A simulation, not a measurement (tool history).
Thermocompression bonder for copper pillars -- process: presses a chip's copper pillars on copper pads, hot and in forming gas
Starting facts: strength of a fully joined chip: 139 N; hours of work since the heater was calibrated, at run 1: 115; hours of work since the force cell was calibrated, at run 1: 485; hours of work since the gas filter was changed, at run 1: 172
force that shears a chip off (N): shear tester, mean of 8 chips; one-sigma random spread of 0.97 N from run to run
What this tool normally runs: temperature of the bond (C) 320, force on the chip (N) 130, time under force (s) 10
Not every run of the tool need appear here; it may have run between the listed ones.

run	day	temperature of the bond (C)	force on the chip (N)	time under force (s)	hours of work since the heater was calibrated	hours of work since the force cell was calibrated	hours of work since the gas filter was changed	force that shears a chip off (N)
1	0	320	130	10	115	485	172	79.7
2	0.325	320	130	10	118	488	175	79.2
3	0.558	320	130	10	121	491	178	79.8
4	0.979	320	130	10	125	495	182	81.3
5	1.392	320	130	10	129	500	187	79.8
6	1.658	320	130	6	132	502	190	69.2
7	2.092	320	130	6	137	507	194	67.7
# day 2.325: forming gas filter changed
8	2.375	320	130	10	140	510	1	82.6
9	2.646	320	130	10	143	513	3	84.6
10	2.829	320	130	15	145	515	5	92.8
11	3.154	320	130	15	148	518	9	93.2
12	3.558	320	130	15	152	522	13	94.2
13	3.817	339	95	10	155	525	16	90.5
14	4.221	340	82	10	160	530	20	83.4
15	4.533	340	82	10	163	533	24	85.8
16	4.954	321	84	11	167	537	28	71.7
17	5.325	321	84	11	171	541	32	72.7
18	5.642	321	141	5	175	545	36	68.6
19	6.088	313	188	5	180	550	40	70.3

The next listed run, before its measurement:
20	6.529	313	188	5	184	554	45	?

{"run 20": {"force that shears a chip off (N)": 71.6}}
On a tool with no hidden condition, and with the same random variation, this run would have come out at force that shears a chip off (N) 71.9.

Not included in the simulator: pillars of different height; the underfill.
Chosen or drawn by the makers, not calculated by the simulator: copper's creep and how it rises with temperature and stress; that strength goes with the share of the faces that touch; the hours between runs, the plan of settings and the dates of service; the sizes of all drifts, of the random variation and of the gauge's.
